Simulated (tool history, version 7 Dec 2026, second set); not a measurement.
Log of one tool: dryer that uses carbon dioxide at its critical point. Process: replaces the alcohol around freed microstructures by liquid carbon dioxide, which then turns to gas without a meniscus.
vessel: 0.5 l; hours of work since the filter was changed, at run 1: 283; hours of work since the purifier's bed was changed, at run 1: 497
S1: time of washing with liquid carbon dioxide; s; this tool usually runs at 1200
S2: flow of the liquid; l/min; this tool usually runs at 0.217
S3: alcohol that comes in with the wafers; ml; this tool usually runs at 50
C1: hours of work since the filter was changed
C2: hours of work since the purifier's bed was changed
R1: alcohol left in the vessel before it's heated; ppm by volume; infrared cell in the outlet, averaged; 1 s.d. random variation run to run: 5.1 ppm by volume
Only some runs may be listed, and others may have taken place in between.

run,hour,S1,S2,S3,C1,C2,R1
1,0,1200,0.217,50,283,497,219
2,23.2,1080,0.217,50,296,510,336
3,44.9,1440,0.217,50,308,522,151
4,65.5,1440,0.217,50,320,534,138
5,87.5,1200,0.217,30,333,547,192
6,101.3,1200,0.217,30,341,555,197
7,119.2,1200,0.217,30,351,565,193
8,129,1200,0.217,30,357,571,184
9,143.7,1200,0.217,30,365,579,199
10,158.4,1200,0.217,49,374,587,252
11,174.1,1200,0.217,49,383,596,255
12,193.8,1200,0.217,50,394,608,268
13,216.1,1200,0.217,50,407,620,265
14,238.6,1200,0.217,50,420,633,273
15,249.4,1200,0.217,108,426,640,464
16,261.9,1140,0.217,50,433,647,353
17,272.3,1140,0.217,50,439,653,359
18,286.2,1380,0.217,50,447,661,190
19,306.3,1380,0.217,50,458,672,206
20,316.3,1380,0.217,50,464,678,205
21,333.5,1200,0.217,50,474,688,300
22,344.7,900,0.217,50,480,694,980
23,361.6,1200,0.217,50,490,704,314
24,377.8,1200,0.217,30,499,713,254
# hour 387.2: inlet filter changed
25,390.1,1260,0.239,89,2,720,181
26,402.1,1260,0.239,89,9,727,180
27,414.3,1260,0.239,89,16,734,190
28,428.9,1260,0.239,89,24,742,185
29,451.1,1260,0.263,46,37,755,164
30,466.3,1560,0.346,48,45,763,158
31,483.1,1560,0.346,48,55,773,151
32,497.1,1560,0.346,48,63,781,160
33,509.5,1140,0.346,48,70,788,171
34,521.9,780,0.328,50,77,795,256
35,545.1,960,0.217,23,91,809,310
36,563.6,960,0.232,55,101,819,400
37,583.2,960,0.232,55,112,830,416
38,605.9,960,0.188,55,125,843,934
39,628.9,960,0.188,55,139,857,982
40,645.2,960,0.188,55,148,866,1001
41,655.6,960,0.188,55,154,872,1011
42,674.6,900,0.161,38,165,883,1737
43,693,960,0.264,86,175,893,365
44,711.6,1200,0.199,50,186,904,341
45,723.9,1740,0.213,61,193,911,195

Difference, measured minus no-hidden-state, one row per run. Run-to-run variation is common to both terms; the gauge's own scatter need not be:
Hidden state present: flow that reaches the vessel past the clogged filter, %; alcohol in the recycled carbon dioxide, ppm; drift of the gauge itself on alcohol_ppm, %.
run,R1
1,+153
2,+202
3,+124
4,+122
5,+149
6,+155
7,+153
8,+151
9,+160
10,+195
11,+194
12,+200
13,+205
14,+214
15,+330
16,+254
17,+263
18,+170
19,+179
20,+178
21,+239
22,+588
23,+254
24,+211
25,+147
26,+148
27,+147
28,+153
29,+150
30,+152
31,+150
32,+154
33,+157
34,+176
35,+184
36,+208
37,+218
38,+315
39,+343
40,+358
41,+367
42,+487
43,+239
44,+229
45,+181

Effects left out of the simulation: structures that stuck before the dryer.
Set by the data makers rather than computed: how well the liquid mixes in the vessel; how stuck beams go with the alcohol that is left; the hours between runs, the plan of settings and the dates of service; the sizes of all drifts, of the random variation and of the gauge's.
